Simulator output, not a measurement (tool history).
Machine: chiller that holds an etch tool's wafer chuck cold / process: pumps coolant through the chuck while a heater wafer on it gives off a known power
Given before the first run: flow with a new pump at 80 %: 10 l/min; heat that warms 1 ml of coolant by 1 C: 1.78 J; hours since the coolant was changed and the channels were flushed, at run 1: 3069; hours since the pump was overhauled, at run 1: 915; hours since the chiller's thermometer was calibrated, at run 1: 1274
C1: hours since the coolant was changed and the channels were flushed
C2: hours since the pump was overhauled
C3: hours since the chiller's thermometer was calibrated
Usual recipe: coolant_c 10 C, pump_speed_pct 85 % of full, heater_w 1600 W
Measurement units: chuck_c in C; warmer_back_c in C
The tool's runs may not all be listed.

{"run": 1, "hour": 0.0, "coolant_c": 10, "pump_speed_pct": 85, "heater_w": 1600, "C1": 3069, "C2": 915, "C3": 1274, "chuck_c": 25.5, "warmer_back_c": 5.19}
{"run": 2, "hour": 36.8, "coolant_c": 10, "pump_speed_pct": 85, "heater_w": 1600, "C1": 3106, "C2": 952, "C3": 1311, "chuck_c": 25.5, "warmer_back_c": 5.22}
{"run": 3, "hour": 98.1, "coolant_c": 10, "pump_speed_pct": 85, "heater_w": 1600, "C1": 3167, "C2": 1013, "C3": 1372, "chuck_c": 25.6, "warmer_back_c": 5.27}
{"run": 4, "hour": 154.5, "coolant_c": 10, "pump_speed_pct": 85, "heater_w": 1600, "C1": 3224, "C2": 1069, "C3": 1428, "chuck_c": 25.6, "warmer_back_c": 5.25}
{"run": 5, "hour": 196.5, "coolant_c": 10, "pump_speed_pct": 85, "heater_w": 1600, "C1": 3266, "C2": 1111, "C3": 1470, "chuck_c": 25.8, "warmer_back_c": 5.26}
{"run": 6, "hour": 266.1, "coolant_c": 10, "pump_speed_pct": 85, "heater_w": 1600, "C1": 3335, "C2": 1181, "C3": 1540, "chuck_c": 25.8, "warmer_back_c": 5.28}
{"run": 7, "hour": 343.8, "coolant_c": 10, "pump_speed_pct": 85, "heater_w": 904, "C1": 3413, "C2": 1259, "C3": 1618, "chuck_c": 18.7, "warmer_back_c": 3.03}
{"run": 8, "hour": 429.0, "coolant_c": 10, "pump_speed_pct": 85, "heater_w": 904, "C1": 3498, "C2": 1344, "C3": 1703, "chuck_c": 18.9, "warmer_back_c": 3.02}
{"run": 9, "hour": 488.1, "coolant_c": 10, "pump_speed_pct": 85, "heater_w": 1600, "C1": 3557, "C2": 1403, "C3": 1762, "chuck_c": 26, "warmer_back_c": 5.29}
{"run": 10, "hour": 534.1, "coolant_c": 10, "pump_speed_pct": 85, "heater_w": 1600, "C1": 3603, "C2": 1449, "C3": 1808, "chuck_c": 25.9, "warmer_back_c": 5.32}
{"run": 11, "hour": 587.1, "coolant_c": 10, "pump_speed_pct": 85, "heater_w": 1747, "C1": 3656, "C2": 1502, "C3": 1861, "chuck_c": 27.5, "warmer_back_c": 5.84}
{"run": 12, "hour": 636.9, "coolant_c": 10, "pump_speed_pct": 85, "heater_w": 889, "C1": 3706, "C2": 1552, "C3": 1911, "chuck_c": 18.9, "warmer_back_c": 2.97}
{"run": 13, "hour": 723.7, "coolant_c": 10, "pump_speed_pct": 85, "heater_w": 889, "C1": 3793, "C2": 1639, "C3": 1998, "chuck_c": 18.6, "warmer_back_c": 2.96}
{"run": 14, "hour": 800.0, "coolant_c": 10, "pump_speed_pct": 85, "heater_w": 1600, "C1": 3869, "C2": 1715, "C3": 2074, "chuck_c": 26.4, "warmer_back_c": 5.37}
{"run": 15, "hour": 849.6, "coolant_c": 10, "pump_speed_pct": 85, "heater_w": 1600, "C1": 3919, "C2": 1764, "C3": 2124, "chuck_c": 26.2, "warmer_back_c": 5.45}
{"run": 16, "hour": 929.0, "coolant_c": 10, "pump_speed_pct": 85, "heater_w": 1600, "C1": 3998, "C2": 1844, "C3": 2203, "chuck_c": 26.3, "warmer_back_c": 5.46}
{"hour": 937.0, "done": "chiller's thermometer calibrated"}
{"run": 17, "hour": 966.7, "coolant_c": 10, "pump_speed_pct": 63, "heater_w": 1873, "C1": 4035, "C2": 1881, "C3": 30, "chuck_c": 34.9, "warmer_back_c": 8.93}
{"run": 18, "hour": 1023.9, "coolant_c": 10, "pump_speed_pct": 63, "heater_w": 1873, "C1": 4092, "C2": 1938, "C3": 87, "chuck_c": 34.8, "warmer_back_c": 8.93}
{"hour": 1075.5, "done": "chiller's thermometer calibrated, once more"}
{"run": 19, "hour": 1086.1, "coolant_c": 13, "pump_speed_pct": 97, "heater_w": 1873, "C1": 4153, "C2": 1999, "C3": 11, "chuck_c": 31, "warmer_back_c": 5.54}
{"run": 20, "hour": 1151.1, "coolant_c": 9, "pump_speed_pct": 85, "heater_w": 2306, "C1": 4218, "C2": 2064, "C3": 76, "chuck_c": 34.1, "warmer_back_c": 7.91}
{"run": 21, "hour": 1238.7, "coolant_c": 9, "pump_speed_pct": 85, "heater_w": 2306, "C1": 4306, "C2": 2152, "C3": 163, "chuck_c": 34.1, "warmer_back_c": 7.92}
{"run": 22, "hour": 1314.4, "coolant_c": 9, "pump_speed_pct": 85, "heater_w": 2306, "C1": 4381, "C2": 2227, "C3": 239, "chuck_c": 34.3, "warmer_back_c": 7.87}
{"run": 23, "hour": 1374.2, "coolant_c": 18, "pump_speed_pct": 81, "heater_w": 1975, "C1": 4441, "C2": 2287, "C3": 299, "chuck_c": 40.6, "warmer_back_c": 7.23}
{"run": 24, "hour": 1420.4, "coolant_c": 18, "pump_speed_pct": 81, "heater_w": 1975, "C1": 4488, "C2": 2333, "C3": 345, "chuck_c": 40.7, "warmer_back_c": 7.14}
{"run": 25, "hour": 1483.9, "coolant_c": 10, "pump_speed_pct": 64, "heater_w": 1429, "C1": 4551, "C2": 2397, "C3": 408, "chuck_c": 30.2, "warmer_back_c": 6.78}
{"run": 26, "hour": 1550.0, "coolant_c": 10, "pump_speed_pct": 99, "heater_w": 840, "C1": 4617, "C2": 2463, "C3": 475, "chuck_c": 18.3, "warmer_back_c": 2.47}
{"hour": 1576.9, "done": "coolant changed, channels flushed"}
{"run": 27, "hour": 1625.1, "coolant_c": 13, "pump_speed_pct": 85, "heater_w": 2032, "C1": 48, "C2": 2532, "C3": 544, "chuck_c": 31.6, "warmer_back_c": 7.09}
{"run": 28, "hour": 1700.4, "coolant_c": 10, "pump_speed_pct": 92, "heater_w": 1319, "C1": 124, "C2": 2607, "C3": 619, "chuck_c": 21.4, "warmer_back_c": 4.23}
{"run": 29, "hour": 1743.3, "coolant_c": 6, "pump_speed_pct": 75, "heater_w": 957, "C1": 166, "C2": 2650, "C3": 662, "chuck_c": 15.6, "warmer_back_c": 3.86}
{"run": 30, "hour": 1819.0, "coolant_c": 6, "pump_speed_pct": 75, "heater_w": 957, "C1": 242, "C2": 2726, "C3": 738, "chuck_c": 15.7, "warmer_back_c": 3.91}
{"run": 31, "hour": 1906.1, "coolant_c": 1, "pump_speed_pct": 61, "heater_w": 1020, "C1": 329, "C2": 2813, "C3": 825, "chuck_c": 13.7, "warmer_back_c": 5.21}

Pick out some run-to-run changes in chuck_c. Of each, how much would a tool without hidden state show as well, from the settings, what came in and chance, and how much is left for the hidden state and any gauge scatter not in both results compared?
Unlogged tool condition in this case: heat passed by the chuck's channels, % of clean ones'; flow at a given pump speed, % of a new pump's; coolant's true temperature over the reading, C; drift of the gauge itself on chuck_c, C; drift of the gauge itself on warmer_back_c, C.
Run 11 -> 12: heater_w 1747 -> 889. chuck_c -8.6 C: hidden state -1.5, all else -7.1.
Run 19 -> 20: coolant_c 13 -> 9, pump_speed_pct 97 -> 85, heater_w 1873 -> 2306. chuck_c +3.1 C: hidden state +1.5, all else +1.6.
Run 24 -> 25: coolant_c 18 -> 10, pump_speed_pct 81 -> 64, heater_w 1975 -> 1429. chuck_c -10.5 C: hidden state -0.6, all else -9.9.
Run 25 -> 26: pump_speed_pct 64 -> 99, heater_w 1429 -> 840. chuck_c -11.9 C: hidden state -2.7, all else -9.2.
Run 26 -> 27: coolant_c 10 -> 13, pump_speed_pct 99 -> 85, heater_w 840 -> 2032, coolant changed, channels flushed. chuck_c +13.3 C: hidden state -0.6, all else +13.9.

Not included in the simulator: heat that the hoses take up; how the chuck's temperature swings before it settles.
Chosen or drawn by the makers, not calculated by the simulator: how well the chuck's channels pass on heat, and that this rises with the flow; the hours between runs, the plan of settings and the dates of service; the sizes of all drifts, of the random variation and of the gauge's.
